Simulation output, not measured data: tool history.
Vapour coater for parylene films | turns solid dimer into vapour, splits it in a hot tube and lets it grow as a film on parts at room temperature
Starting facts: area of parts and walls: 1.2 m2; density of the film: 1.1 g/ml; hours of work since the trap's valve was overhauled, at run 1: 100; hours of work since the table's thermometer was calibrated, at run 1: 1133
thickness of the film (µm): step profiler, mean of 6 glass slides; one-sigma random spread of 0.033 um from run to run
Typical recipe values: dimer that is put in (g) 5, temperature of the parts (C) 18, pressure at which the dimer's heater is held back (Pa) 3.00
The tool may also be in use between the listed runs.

run	hour	dimer that is put in (g)	temperature of the parts (C)	pressure at which the dimer's heater is held back (Pa)	hours of work since the trap's valve was overhauled	hours of work since the table's thermometer was calibrated	thickness of the film (µm)
1	0.0	5	18	3.00	100	1133	3.33
2	74.9	5	18	3.00	166	1199	3.38
3	117.2	5	18	3.00	203	1236	3.36
4	169.5	5	18	3.00	248	1281	3.32
5	228.2	5	24	3.00	299	1333	2.75
6	314.1	5	24	3.00	374	1407	2.75
7	394.3	5	24	3.00	444	1477	2.79
8	477.0	3	18	3.00	517	1550	1.99
# hour 482.3: table's thermometer calibrated
# hour 510.6: trap's valve overhauled
9	539.3	3	18	3.00	25	46	2.02
10	603.1	3	21	2.46	81	102	1.94
11	646.4	5	28	3.96	118	140	2.33
12	722.5	4	17	4.81	185	206	2.49
13	798.7	4	17	4.81	251	273	2.46
14	849.3	4	17	4.81	296	317	2.45
15	903.3	5	18	8.36	343	364	2.61
16	951.1	5	18	2.27	384	406	3.50
17	1011.8	4	18	11.14	437	458	1.95
18	1061.1	4	27	6.21	480	502	1.71

Forecast each of these 4 alternatives for the next run:
# hour 1137.0: trap's valve overhauled
A	1142.7	3	13	7.31	5	569	?
# hour 1137.0: trap's valve overhauled
B	1142.7	5	17	3.00	5	569	?
# hour 1137.0: trap's valve overhauled
C	1142.7	4	20	6.21	5	569	?
# hour 1137.0: trap's valve overhauled
D	1142.7	3	19	2.22	5	569	?

run	thickness of the film (µm)
A	1.86
B	3.40
C	2.07
D	2.10
Without the tool's unlogged condition, the same runs would have read:
run	thickness of the film (µm)
A	1.86
B	3.40
C	2.07
D	2.10
